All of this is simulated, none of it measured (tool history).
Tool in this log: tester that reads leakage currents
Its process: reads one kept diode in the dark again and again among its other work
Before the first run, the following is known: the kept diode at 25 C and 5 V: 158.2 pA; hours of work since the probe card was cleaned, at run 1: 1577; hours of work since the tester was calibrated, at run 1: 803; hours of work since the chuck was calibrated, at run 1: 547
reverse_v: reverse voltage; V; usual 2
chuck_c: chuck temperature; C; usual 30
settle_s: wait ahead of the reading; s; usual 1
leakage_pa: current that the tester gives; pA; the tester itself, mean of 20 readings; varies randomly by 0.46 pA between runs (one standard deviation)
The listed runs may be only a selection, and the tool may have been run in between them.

run,hour,reverse_v,chuck_c,settle_s,hours of work since the probe card was cleaned,hours of work since the tester was calibrated,hours of work since the chuck was calibrated,leakage_pa
1,0,2,30,1,1577,803,547,150.68
2,80.1,2,30,1,1633,859,603,149.46
3,163.8,2,30,1.51,1692,918,662,149.91
4,235.8,2,30,0.54,1742,968,712,149.8
5,316,2,30,1,1798,1024,769,149.05
6,373,2,30,1,1838,1064,808,149.51
7,461.2,2,30,1,1900,1126,870,148.33
# hour 511.1: probe card cleaned and baked
8,525.9,2,30,0.86,10,1169,913,146.44
9,600.5,2,30,0.86,63,1222,966,146.83
10,647,2,30,0.86,95,1254,998,145.68
11,704,2,30,0.86,135,1294,1038,146.35
12,789.7,1.79,30,1,195,1354,1098,138.36
13,863.5,1.79,30,1,247,1406,1150,138.11
14,903.7,2,30,1,275,1434,1178,144.03
15,955.9,2,30,1,312,1470,1215,143.67
# hour 984.2: chuck's temperature calibrated
16,1004.2,2,30,1,344,1503,14,154.49
17,1046.2,2,30,1,373,1532,43,153.38
18,1124.1,2,30,1,428,1587,98,153.78
19,1182.9,2,30,1,469,1628,139,153
20,1254,1.24,30,1,519,1678,189,124.5
21,1309.1,1.24,30,1,558,1716,228,123.21
22,1348.1,1.24,26,0.3,585,1744,255,93.64
23,1410.6,1.12,26,0.3,629,1788,299,89.78
24,1485.3,5.92,30,2.89,681,1840,351,243.85
25,1560.7,14.97,30,0.89,734,1893,404,367.37
26,1627.6,11.85,37,4.01,781,1940,451,528.66
27,1692,1.63,40,1,826,1985,496,269.1
28,1767.4,13.39,40,0.44,878,2037,548,684.94
29,1812.2,13.39,40,0.44,910,2069,580,685.56
30,1874.3,13.39,40,0.44,953,2112,623,683.31
31,1961.4,14.97,22,0.65,1014,2173,684,212.17
32,2020,14.97,22,0.65,1055,2214,725,211.65
33,2107.1,1.19,22,4.86,1116,2275,786,66.03
34,2184.3,6.82,42,4.86,1170,2329,840,567.1
35,2255.7,6.82,42,4.86,1221,2379,891,564.16
36,2317.6,6.82,42,4.86,1264,2423,934,565.46
37,2382.3,2.35,27,1,1309,2468,979,127.33
38,2442.6,2.35,27,1,1351,2510,1021,127.69
39,2483.3,2.69,27,1,1380,2539,1050,134.64
40,2533.2,2.69,27,1,1415,2574,1085,134.69
41,2616.6,2.69,27,1,1473,2632,1143,134.82

What if the next run were any one of these 3? Each begins from the tool's condition after run 41:
A,2683.9,7.38,30,1,1520,2679,1190,?
B,2683.9,2,30,0.41,1520,2679,1190,?
C,2683.9,1.95,27,3.72,1520,2679,1190,?

run,leakage_pa
A,259.18
B,146.57
C,116
Without the tool's hidden state the same runs would have given:
run,leakage_pa
A,269.52
B,153.8
C,121.67
